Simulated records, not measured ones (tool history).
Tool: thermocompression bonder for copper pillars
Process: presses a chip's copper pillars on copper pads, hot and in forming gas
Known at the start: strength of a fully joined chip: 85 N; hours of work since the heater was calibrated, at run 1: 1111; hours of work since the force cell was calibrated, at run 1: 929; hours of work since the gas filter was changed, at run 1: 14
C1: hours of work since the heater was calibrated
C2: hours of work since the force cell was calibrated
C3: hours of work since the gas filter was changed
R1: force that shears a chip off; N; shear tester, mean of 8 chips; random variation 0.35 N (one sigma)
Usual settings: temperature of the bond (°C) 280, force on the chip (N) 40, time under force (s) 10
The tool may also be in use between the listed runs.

{"run": 1, "hour": 0.0, "temperature of the bond (°C)": 280, "force on the chip (N)": 40, "time under force (s)": 10, "C1": 1111, "C2": 929, "C3": 14, "R1": 66.2}
{"run": 2, "hour": 35.2, "temperature of the bond (°C)": 280, "force on the chip (N)": 40, "time under force (s)": 10, "C1": 1129, "C2": 947, "C3": 33, "R1": 65.8}
{"run": 3, "hour": 84.9, "temperature of the bond (°C)": 280, "force on the chip (N)": 40, "time under force (s)": 10, "C1": 1155, "C2": 973, "C3": 59, "R1": 65.1}
{"run": 4, "hour": 129.4, "temperature of the bond (°C)": 280, "force on the chip (N)": 40, "time under force (s)": 10, "C1": 1179, "C2": 996, "C3": 82, "R1": 64}
{"run": 5, "hour": 152.7, "temperature of the bond (°C)": 280, "force on the chip (N)": 41, "time under force (s)": 10, "C1": 1191, "C2": 1009, "C3": 94, "R1": 64.5}
{"run": 6, "hour": 194.2, "temperature of the bond (°C)": 280, "force on the chip (N)": 41, "time under force (s)": 10, "C1": 1212, "C2": 1030, "C3": 116, "R1": 64.3}
{"run": 7, "hour": 234.9, "temperature of the bond (°C)": 251, "force on the chip (N)": 56, "time under force (s)": 6, "C1": 1234, "C2": 1052, "C3": 137, "R1": 54.8}

The next listed run, before its measurement:
{"run": 8, "hour": 281.5, "temperature of the bond (°C)": 280, "force on the chip (N)": 57, "time under force (s)": 8, "C1": 1258, "C2": 1076, "C3": 161, "R1": "?"}

{"run 8": {"R1": 70.7}}
Without the tool's hidden state the same run would have given R1 74.1 N.
